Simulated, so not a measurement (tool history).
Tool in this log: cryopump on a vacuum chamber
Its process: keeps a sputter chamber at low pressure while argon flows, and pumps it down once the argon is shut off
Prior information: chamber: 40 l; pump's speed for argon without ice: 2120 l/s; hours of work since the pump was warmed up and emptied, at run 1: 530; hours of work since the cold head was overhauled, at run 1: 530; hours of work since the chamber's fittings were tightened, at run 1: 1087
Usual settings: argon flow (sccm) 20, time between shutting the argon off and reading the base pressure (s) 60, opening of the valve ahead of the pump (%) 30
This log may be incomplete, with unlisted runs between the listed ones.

run,hour,argon flow (sccm),time between shutting the argon off and reading the base pressure (s),opening of the valve ahead of the pump (%),hours of work since the pump was warmed up and emptied,hours of work since the cold head was overhauled,hours of work since the chamber's fittings were tightened,pressure while argon flows (Pa),pressure after the wait (uPa)
1,0,20,60,30,530,530,1087,0.0548,1.07
2,24.3,20,60,30,549,549,1106,0.0548,1.07
3,51,20,60,41,571,571,1127,0.04,1.1
4,77,20,60,41,591,591,1148,0.0405,1.07
5,113,20,60,41,620,620,1176,0.0414,1.15
6,152.3,20,60,41,651,651,1207,0.0419,1.14
7,171.2,20,60,29,665,665,1222,0.0568,1.15
8,190.8,20,60,29,681,681,1237,0.0569,1.2
# hour 206: leaking fittings of the chamber tightened, without venting
9,212.1,25,30,30,696,696,5,0.0687,1.01
# hour 236.6: pump warmed up, emptied and cooled again
10,248.2,24,30,30,9,721,29,0.065,0.97
11,268.1,27,69,19,25,736,45,0.1145,0.51
12,287.2,12,53,22,40,752,60,0.0434,0.66
13,318.5,22,38,24,65,776,85,0.0739,0.82
14,348,11,166,35,88,800,108,0.025,0.4

The next listed run, before its measurement:
15,382.5,30,60,17,115,827,135,?,?

pressure while argon flows (Pa): 0.1406
pressure after the wait (uPa): 0.62
With no hidden state in the tool, this same run would have given pressure while argon flows (Pa) 0.1398, pressure after the wait (uPa) 0.53.

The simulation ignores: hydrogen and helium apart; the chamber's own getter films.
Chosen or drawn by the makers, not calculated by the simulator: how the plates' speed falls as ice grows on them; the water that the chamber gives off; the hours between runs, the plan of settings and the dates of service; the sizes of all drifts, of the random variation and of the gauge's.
